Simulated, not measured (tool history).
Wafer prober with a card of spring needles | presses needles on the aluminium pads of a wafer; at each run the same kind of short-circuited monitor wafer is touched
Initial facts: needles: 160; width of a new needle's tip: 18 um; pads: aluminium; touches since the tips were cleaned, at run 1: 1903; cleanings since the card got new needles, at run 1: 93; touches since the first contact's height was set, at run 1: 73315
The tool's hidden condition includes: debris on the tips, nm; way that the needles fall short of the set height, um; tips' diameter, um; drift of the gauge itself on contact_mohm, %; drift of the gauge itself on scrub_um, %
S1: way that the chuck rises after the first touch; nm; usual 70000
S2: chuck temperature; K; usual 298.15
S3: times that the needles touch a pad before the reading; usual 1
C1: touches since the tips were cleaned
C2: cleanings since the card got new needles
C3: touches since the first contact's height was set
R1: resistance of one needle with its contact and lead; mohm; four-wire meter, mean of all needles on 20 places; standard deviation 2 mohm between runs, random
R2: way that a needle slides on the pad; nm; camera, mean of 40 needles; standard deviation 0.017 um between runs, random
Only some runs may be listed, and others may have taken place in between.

| run | hour | S1 | S2 | S3 | C1 | C2 | C3 | R1 | R2 |
|---|---|---|---|---|---|---|---|---|---|
| 1 | 0.0 | 70000 | 298.15 | 1 | 1903 | 93 | 73315 | 224 | 9220 |
|  | 1.1 | tips cleaned on abrasive film |
|  | 6.2 | tips cleaned on abrasive film |
|  | 11.3 | tips cleaned on abrasive film |
|  | 16.4 | tips cleaned on abrasive film |
|  | 21.5 | tips cleaned on abrasive film |
|  | 26.6 | tips cleaned on abrasive film |
|  | 31.7 | tips cleaned on abrasive film |
|  | 36.9 | tips cleaned on abrasive film |
|  | 41.0 | tips cleaned on abrasive film |
|  | 46.1 | tips cleaned on abrasive film |
|  | 51.2 | tips cleaned on abrasive film |
|  | 56.3 | tips cleaned on abrasive film |
|  | 61.4 | tips cleaned on abrasive film |
|  | 66.5 | tips cleaned on abrasive film |
| 2 | 67.9 | 70000 | 298.15 | 1 | 766 | 107 | 110631 | 224 | 9240 |
|  | 71.0 | tips cleaned on abrasive film |
|  | 76.1 | tips cleaned on abrasive film |
|  | 81.2 | tips cleaned on abrasive film |
|  | 86.3 | tips cleaned on abrasive film |
|  | 91.4 | tips cleaned on abrasive film |
|  | 96.5 | tips cleaned on abrasive film |
|  | 101.6 | tips cleaned on abrasive film |
|  | 106.7 | tips cleaned on abrasive film |
| 3 | 109.8 | 70000 | 298.15 | 1 | 1697 | 115 | 133698 | 223 | 9230 |
|  | 110.9 | tips cleaned on abrasive film |
|  | 116.0 | tips cleaned on abrasive film |
|  | 121.1 | tips cleaned on abrasive film |
|  | 125.2 | tips cleaned on abrasive film |
|  | 130.3 | tips cleaned on abrasive film |
|  | 135.4 | tips cleaned on abrasive film |
|  | 140.5 | tips cleaned on abrasive film |
|  | 145.6 | tips cleaned on abrasive film |
|  | 150.7 | tips cleaned on abrasive film |
|  | 155.8 | tips cleaned on abrasive film |
|  | 160.9 | tips cleaned on abrasive film |
|  | 166.0 | tips cleaned on abrasive film |
|  | 170.1 | tips cleaned on abrasive film |
| 4 | 171.4 | 70000 | 298.15 | 1 | 694 | 128 | 167569 | 218 | 9250 |
|  | 174.5 | tips cleaned on abrasive film |
|  | 178.6 | tips cleaned on abrasive film |
|  | 183.7 | tips cleaned on abrasive film |
|  | 187.8 | tips cleaned on abrasive film |
|  | 192.9 | tips cleaned on abrasive film |
|  | 193.2 | height of the first contact set anew |
|  | 197.3 | tips cleaned on abrasive film |
|  | 202.4 | tips cleaned on abrasive film |
|  | 207.5 | tips cleaned on abrasive film |
|  | 212.6 | tips cleaned on abrasive film |
|  | 217.8 | tips cleaned on abrasive film |
|  | 222.9 | tips cleaned on abrasive film |
|  | 228.0 | tips cleaned on abrasive film |
|  | 233.1 | tips cleaned on abrasive film |
|  | 238.2 | tips cleaned on abrasive film |
| 5 | 239.9 | 70000 | 298.15 | 1 | 939 | 142 | 25680 | 225 | 9210 |
|  | 243.0 | tips cleaned on abrasive film |
|  | 248.1 | tips cleaned on abrasive film |
|  | 253.2 | tips cleaned on abrasive film |
|  | 258.3 | tips cleaned on abrasive film |
|  | 263.4 | tips cleaned on abrasive film |
|  | 268.5 | tips cleaned on abrasive film |
|  | 273.6 | tips cleaned on abrasive film |
|  | 278.7 | tips cleaned on abrasive film |
| 6 | 281.7 | 70000 | 298.15 | 1 | 1655 | 150 | 48702 | 224 | 9210 |
|  | 283.8 | tips cleaned on abrasive film |
|  | 288.9 | tips cleaned on abrasive film |
|  | 294.0 | tips cleaned on abrasive film |
|  | 299.1 | tips cleaned on abrasive film |
|  | 304.2 | tips cleaned on abrasive film |
|  | 309.3 | tips cleaned on abrasive film |
|  | 314.4 | tips cleaned on abrasive film |
|  | 319.5 | tips cleaned on abrasive film |
|  | 324.6 | tips cleaned on abrasive film |
|  | 329.7 | tips cleaned on abrasive film |
| 7 | 332.1 | 70000 | 298.15 | 1 | 1306 | 160 | 76436 | 219 | 9230 |
|  | 334.2 | tips cleaned on abrasive film |
|  | 338.3 | tips cleaned on abrasive film |
|  | 343.4 | tips cleaned on abrasive film |
|  | 348.5 | tips cleaned on abrasive film |
|  | 352.6 | tips cleaned on abrasive film |
|  | 357.7 | tips cleaned on abrasive film |
|  | 362.8 | tips cleaned on abrasive film |
|  | 367.9 | tips cleaned on abrasive film |
|  | 373.0 | tips cleaned on abrasive film |
|  | 378.1 | tips cleaned on abrasive film |
|  | 382.2 | tips cleaned on abrasive film |
|  | 387.3 | tips cleaned on abrasive film |
| 8 | 390.3 | 70000 | 298.15 | 1 | 1674 | 172 | 108472 | 223 | 9190 |
|  | 392.4 | tips cleaned on abrasive film |
|  | 397.5 | tips cleaned on abrasive film |
|  | 401.6 | tips cleaned on abrasive film |
|  | 406.7 | tips cleaned on abrasive film |
|  | 411.9 | tips cleaned on abrasive film |
|  | 416.0 | tips cleaned on abrasive film |
|  | 421.1 | tips cleaned on abrasive film |
|  | 426.2 | tips cleaned on abrasive film |
|  | 431.3 | tips cleaned on abrasive film |
|  | 436.4 | tips cleaned on abrasive film |
|  | 440.5 | tips cleaned on abrasive film |
| 9 | 440.9 | 70000 | 298.15 | 1 | 225 | 183 | 136250 | 223 | 9210 |
|  | 445.0 | tips cleaned on abrasive film |
|  | 450.1 | tips cleaned on abrasive film |
|  | 455.2 | tips cleaned on abrasive film |
|  | 459.3 | tips cleaned on abrasive film |
|  | 464.4 | tips cleaned on abrasive film |
|  | 469.5 | tips cleaned on abrasive film |
|  | 474.7 | tips cleaned on abrasive film |
|  | 479.8 | tips cleaned on abrasive film |
|  | 483.9 | tips cleaned on abrasive film |
| 10 | 486.1 | 70000 | 298.15 | 1 | 1256 | 192 | 161123 | 220 | 9250 |
|  | 488.2 | tips cleaned on abrasive film |
|  | 493.3 | tips cleaned on abrasive film |
|  | 497.4 | tips cleaned on abrasive film |
|  | 502.5 | tips cleaned on abrasive film |
|  | 507.6 | tips cleaned on abrasive film |
|  | 511.7 | tips cleaned on abrasive film |
|  | 515.8 | tips cleaned on abrasive film |
|  | 520.2 | height of the first contact set anew |
|  | 521.3 | tips cleaned on abrasive film |
|  | 525.4 | tips cleaned on abrasive film |
|  | 530.5 | tips cleaned on abrasive film |
|  | 535.6 | tips cleaned on abrasive film |
|  | 540.7 | tips cleaned on abrasive film |
|  | 544.8 | tips cleaned on abrasive film |
|  | 549.9 | tips cleaned on abrasive film |
|  | 555.0 | tips cleaned on abrasive film |
| 11 | 557.1 | 82000 | 369.15 | 2 | 1151 | 207 | 20270 | 235 | 10780 |
|  | 559.2 | tips cleaned on abrasive film |
|  | 564.3 | tips cleaned on abrasive film |
|  | 569.4 | tips cleaned on abrasive film |
|  | 573.5 | tips cleaned on abrasive film |
|  | 578.6 | tips cleaned on abrasive film |
|  | 583.7 | tips cleaned on abrasive film |
|  | 588.8 | tips cleaned on abrasive film |
|  | 600.8 | card fitted with new needles |
|  | 604.9 | tips cleaned on abrasive film |
|  | 610.0 | tips cleaned on abrasive film |
|  | 615.1 | tips cleaned on abrasive film |
|  | 620.2 | tips cleaned on abrasive film |
|  | 625.3 | tips cleaned on abrasive film |
|  | 629.5 | tips cleaned on abrasive film |
|  | 634.6 | tips cleaned on abrasive film |
| 12 | 637.0 | 76000 | 298.15 | 1 | 1350 | 7 | 19906 | 216 | 9990 |
|  | 639.1 | tips cleaned on abrasive film |
|  | 644.2 | tips cleaned on abrasive film |
|  | 649.3 | tips cleaned on abrasive film |
|  | 654.4 | tips cleaned on abrasive film |
|  | 659.5 | tips cleaned on abrasive film |
|  | 664.6 | tips cleaned on abrasive film |
|  | 669.7 | tips cleaned on abrasive film |
|  | 674.8 | tips cleaned on abrasive film |
|  | 679.9 | tips cleaned on abrasive film |
|  | 685.0 | tips cleaned on abrasive film |
|  | 690.1 | tips cleaned on abrasive film |
|  | 695.3 | tips cleaned on abrasive film |
|  | 700.4 | tips cleaned on abrasive film |
| 13 | 702.9 | 78000 | 298.15 | 1 | 1422 | 20 | 56190 | 223 | 10250 |
|  | 705.0 | tips cleaned on abrasive film |
|  | 710.1 | tips cleaned on abrasive film |
|  | 714.2 | tips cleaned on abrasive film |
|  | 719.3 | tips cleaned on abrasive film |
|  | 724.4 | tips cleaned on abrasive film |
|  | 729.5 | tips cleaned on abrasive film |
|  | 733.7 | tips cleaned on abrasive film |
| 14 | 733.7 | 78000 | 298.15 | 1 | 0 | 27 | 73091 | 218 | 10200 |
|  | 738.8 | tips cleaned on abrasive film |
|  | 742.9 | tips cleaned on abrasive film |
|  | 748.0 | tips cleaned on abrasive film |
|  | 753.1 | tips cleaned on abrasive film |
|  | 758.2 | tips cleaned on abrasive film |
|  | 763.3 | tips cleaned on abrasive film |
|  | 768.4 | tips cleaned on abrasive film |
|  | 773.5 | tips cleaned on abrasive film |
|  | 778.7 | tips cleaned on abrasive film |
|  | 783.8 | tips cleaned on abrasive film |
|  | 788.9 | tips cleaned on abrasive film |
|  | 794.0 | tips cleaned on abrasive film |
|  | 798.1 | tips cleaned on abrasive film |
| 15 | 799.3 | 52000 | 323.15 | 1 | 702 | 40 | 109212 | 232 | 6820 |
|  | 802.4 | tips cleaned on abrasive film |
|  | 806.5 | tips cleaned on abrasive film |
|  | 811.7 | tips cleaned on abrasive film |
|  | 816.8 | tips cleaned on abrasive film |
|  | 821.9 | tips cleaned on abrasive film |
|  | 827.0 | tips cleaned on abrasive film |
|  | 832.1 | tips cleaned on abrasive film |
|  | 837.2 | tips cleaned on abrasive film |
|  | 842.3 | tips cleaned on abrasive film |
|  | 847.4 | tips cleaned on abrasive film |
|  | 852.5 | tips cleaned on abrasive film |
|  | 857.6 | tips cleaned on abrasive film |
|  | 862.7 | tips cleaned on abrasive film |
| 16 | 862.8 | 75000 | 307.15 | 1 | 38 | 53 | 144114 | 221 | 9840 |

Each row is a separate what-if for the run after 16, all from the same tool condition, not one after another. Results?
|  | 866.9 | tips cleaned on abrasive film |
|  | 871.0 | tips cleaned on abrasive film |
|  | 876.1 | tips cleaned on abrasive film |
|  | 881.2 | tips cleaned on abrasive film |
|  | 886.3 | tips cleaned on abrasive film |
|  | 891.4 | tips cleaned on abrasive film |
|  | 896.5 | tips cleaned on abrasive film |
|  | 901.7 | tips cleaned on abrasive film |
|  | 906.8 | tips cleaned on abrasive film |
|  | 911.9 | tips cleaned on abrasive film |
|  | 917.0 | tips cleaned on abrasive film |
|  | 922.1 | tips cleaned on abrasive film |
| A | 924.9 | 52000 | 373.15 | 1 | 1551 | 65 | 178278 | ? | ? |
|  | 866.9 | tips cleaned on abrasive film |
|  | 871.0 | tips cleaned on abrasive film |
|  | 876.1 | tips cleaned on abrasive film |
|  | 881.2 | tips cleaned on abrasive film |
|  | 886.3 | tips cleaned on abrasive film |
|  | 891.4 | tips cleaned on abrasive film |
|  | 896.5 | tips cleaned on abrasive film |
|  | 901.7 | tips cleaned on abrasive film |
|  | 906.8 | tips cleaned on abrasive film |
|  | 911.9 | tips cleaned on abrasive film |
|  | 917.0 | tips cleaned on abrasive film |
|  | 922.1 | tips cleaned on abrasive film |
| B | 924.9 | 62000 | 335.15 | 3 | 1551 | 65 | 178278 | ? | ? |
|  | 866.9 | tips cleaned on abrasive film |
|  | 871.0 | tips cleaned on abrasive film |
|  | 876.1 | tips cleaned on abrasive film |
|  | 881.2 | tips cleaned on abrasive film |
|  | 886.3 | tips cleaned on abrasive film |
|  | 891.4 | tips cleaned on abrasive film |
|  | 896.5 | tips cleaned on abrasive film |
|  | 901.7 | tips cleaned on abrasive film |
|  | 906.8 | tips cleaned on abrasive film |
|  | 911.9 | tips cleaned on abrasive film |
|  | 917.0 | tips cleaned on abrasive film |
|  | 922.1 | tips cleaned on abrasive film |
| C | 924.9 | 79000 | 313.15 | 2 | 1551 | 65 | 178278 | ? | ? |
|  | 866.9 | tips cleaned on abrasive film |
|  | 871.0 | tips cleaned on abrasive film |
|  | 876.1 | tips cleaned on abrasive film |
|  | 881.2 | tips cleaned on abrasive film |
|  | 886.3 | tips cleaned on abrasive film |
|  | 891.4 | tips cleaned on abrasive film |
|  | 896.5 | tips cleaned on abrasive film |
|  | 901.7 | tips cleaned on abrasive film |
|  | 906.8 | tips cleaned on abrasive film |
|  | 911.9 | tips cleaned on abrasive film |
|  | 917.0 | tips cleaned on abrasive film |
|  | 922.1 | tips cleaned on abrasive film |
| D | 924.9 | 70000 | 341.15 | 1 | 1551 | 65 | 178278 | ? | ? |

| run | R1 | R2 |
|---|---|---|
| A | 247 | 6810 |
| B | 232 | 8100 |
| C | 226 | 10380 |
| D | 235 | 9160 |
Stripped of hidden state, with their random variation kept, the same runs would have yielded:
| run | R1 | R2 |
|---|---|---|
| A | 246 | 6890 |
| B | 232 | 8180 |
| C | 225 | 10490 |
| D | 234 | 9250 |
